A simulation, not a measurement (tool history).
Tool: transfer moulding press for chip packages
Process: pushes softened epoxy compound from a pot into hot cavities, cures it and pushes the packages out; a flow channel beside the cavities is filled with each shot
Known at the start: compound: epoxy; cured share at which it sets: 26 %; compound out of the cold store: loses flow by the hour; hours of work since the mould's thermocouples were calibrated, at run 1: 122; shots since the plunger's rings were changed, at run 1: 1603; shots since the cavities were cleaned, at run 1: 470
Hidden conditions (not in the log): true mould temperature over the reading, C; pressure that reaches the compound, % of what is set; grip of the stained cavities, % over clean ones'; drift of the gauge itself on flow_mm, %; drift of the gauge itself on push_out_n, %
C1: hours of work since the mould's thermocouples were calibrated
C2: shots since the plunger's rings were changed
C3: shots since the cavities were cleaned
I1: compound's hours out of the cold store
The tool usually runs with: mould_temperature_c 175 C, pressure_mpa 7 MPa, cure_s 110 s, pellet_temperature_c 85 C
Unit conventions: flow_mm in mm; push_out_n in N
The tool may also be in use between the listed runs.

Run 1, hour 0: usual settings; C1 122; C2 1603; C3 470; I1 25.4. Result: flow_mm 844 mm, push_out_n 440 N.
Run 2, hour 9: usual settings but cure_s 149 s; C1 127; C2 1682; C3 549; I1 45.7. Result: flow_mm 760 mm, push_out_n 335 N.
Run 3, hour 16.8: usual settings but pellet_temperature_c 92 C; C1 131; C2 1750; C3 617; I1 25.9. Result: flow_mm 848 mm, push_out_n 448 N.
Run 4, hour 28.6: usual settings but pellet_temperature_c 92 C; C1 137; C2 1853; C3 720; I1 46. Result: flow_mm 765 mm, push_out_n 418 N.
Run 5, hour 36.5: usual settings but pellet_temperature_c 92 C; C1 142; C2 1921; C3 788; I1 22.8. Result: flow_mm 870 mm, push_out_n 441 N.
At hour 46.5: cavities cleaned with cleaning compound and waxed.
Run 6, hour 48.1: usual settings but pellet_temperature_c 92 C; C1 147; C2 2010; C3 15; I1 12.3. Result: flow_mm 929 mm, push_out_n 436 N.
Run 7, hour 58.7: usual settings but cure_s 101 s; C1 153; C2 2102; C3 107; I1 26.7. Result: flow_mm 846 mm, push_out_n 514 N.
Run 8, hour 68.5: usual settings but mould_temperature_c 168 C; C1 159; C2 2187; C3 192; I1 17.5. Result: flow_mm 920 mm, push_out_n 695 N.
Run 9, hour 77.2: usual settings but mould_temperature_c 168 C, pellet_temperature_c 81 C; C1 164; C2 2264; C3 269; I1 25.7. Result: flow_mm 851 mm, push_out_n 685 N.
Run 10, hour 84.2: usual settings but mould_temperature_c 168 C, pellet_temperature_c 81 C; C1 168; C2 2325; C3 330; I1 36.5. Result: flow_mm 814 mm, push_out_n 661 N.
Run 11, hour 92.5: usual settings; C1 172; C2 2398; C3 403; I1 13.7. Result: flow_mm 922 mm, push_out_n 469 N.
Run 12, hour 104.8: usual settings; C1 179; C2 2505; C3 510; I1 39.1. Result: flow_mm 782 mm, push_out_n 436 N.
Run 13, hour 114.5: usual settings; C1 184; C2 2590; C3 595; I1 21.8. Result: flow_mm 849 mm, push_out_n 460 N.
Run 14, hour 120.2: usual settings; C1 188; C2 2639; C3 644; I1 34.8. Result: flow_mm 810 mm, push_out_n 436 N.
Run 15, hour 129.9: usual settings; C1 193; C2 2724; C3 729; I1 18.5. Result: flow_mm 882 mm, push_out_n 437 N.
Run 16, hour 135.5: usual settings but mould_temperature_c 173 C; C1 196; C2 2773; C3 778; I1 33. Result: flow_mm 815 mm, push_out_n 469 N.
At hour 146.4: cavities cleaned with cleaning compound and waxed.
Run 17, hour 148.2: usual settings but mould_temperature_c 180 C, pressure_mpa 6.16 MPa; C1 202; C2 2870; C3 15; I1 35.5. Result: flow_mm 747 mm, push_out_n 357 N.
Run 18, hour 159.6: usual settings but mould_temperature_c 182 C, cure_s 147 s; C1 209; C2 2970; C3 115; I1 44. Result: flow_mm 760 mm, push_out_n 312 N.
Run 19, hour 165.2: usual settings but mould_temperature_c 182 C, cure_s 147 s; C1 212; C2 3019; C3 164; I1 22.9. Result: flow_mm 852 mm, push_out_n 319 N.
Run 20, hour 172.7: usual settings but mould_temperature_c 182 C, cure_s 147 s; C1 216; C2 3084; C3 229; I1 28.4. Result: flow_mm 817 mm, push_out_n 320 N.
Run 21, hour 180.9: usual settings but mould_temperature_c 182 C, cure_s 130 s, pellet_temperature_c 93 C; C1 221; C2 3156; C3 301; I1 42.8. Result: flow_mm 760 mm, push_out_n 321 N.
Run 22, hour 192.7: usual settings but mould_temperature_c 182 C, pressure_mpa 5.36 MPa, cure_s 130 s, pellet_temperature_c 75 C; C1 227; C2 3259; C3 404; I1 13.8. Result: flow_mm 791 mm, push_out_n 319 N.
Run 23, hour 199.9: usual settings but mould_temperature_c 178 C, pressure_mpa 7.3 MPa, cure_s 130 s, pellet_temperature_c 92 C; C1 231; C2 3322; C3 467; I1 24.1. Result: flow_mm 872 mm, push_out_n 333 N.
Run 24, hour 208.2: usual settings but mould_temperature_c 178 C, pressure_mpa 5.85 MPa, cure_s 116 s, pellet_temperature_c 92 C; C1 236; C2 3394; C3 539; I1 13.9. Result: flow_mm 841 mm, push_out_n 365 N.
Run 25, hour 220.3: usual settings but mould_temperature_c 178 C, pressure_mpa 5.85 MPa, cure_s 116 s, pellet_temperature_c 92 C; C1 243; C2 3500; C3 645; I1 26.5. Result: flow_mm 766 mm, push_out_n 367 N.
Run 26, hour 230.7: usual settings but cure_s 96 s; C1 248; C2 3591; C3 736; I1 43.7. Result: flow_mm 765 mm, push_out_n 565 N.
Run 27, hour 237.7: usual settings but cure_s 96 s; C1 252; C2 3652; C3 797; I1 36.8. Result: flow_mm 801 mm, push_out_n 571 N.
Run 28, hour 242.9: usual settings but cure_s 96 s; C1 255; C2 3697; C3 842; I1 25.2. Result: flow_mm 858 mm, push_out_n 593 N.
At hour 246.9: cavities cleaned with cleaning compound and waxed.
Run 29, hour 251.9: usual settings but cure_s 96 s; C1 259; C2 3763; C3 43; I1 39.3. Result: flow_mm 779 mm, push_out_n 576 N.

4 ways to go on from here, each from the tool as it stands after run 29. What would each give?
Run A, hour 263.4: usual settings but mould_temperature_c 176 C, cure_s 107 s; C1 266; C2 3864; C3 144; I1 43. Result: flow_mm ?, push_out_n ?.
Run B, hour 263.4: usual settings but mould_temperature_c 172 C, cure_s 132 s, pellet_temperature_c 79 C; C1 266; C2 3864; C3 144; I1 40. Result: flow_mm ?, push_out_n ?.
Run C, hour 263.4: usual settings but mould_temperature_c 180 C, pressure_mpa 5.45 MPa, cure_s 137 s; C1 266; C2 3864; C3 144; I1 27. Result: flow_mm ?, push_out_n ?.
Run D, hour 263.4: usual settings but pressure_mpa 6.02 MPa, cure_s 102 s; C1 266; C2 3864; C3 144; I1 46.7. Result: flow_mm ?, push_out_n ?.

run  flow_mm  push_out_n
  A      761         407
  B      781         365
  C      744         312
  D      692         471
Take away the tool's hidden state, keep each run's random variation, and the runs would have read:
run  flow_mm  push_out_n
  A      763         405
  B      783         363
  C      745         310
  D      694         468
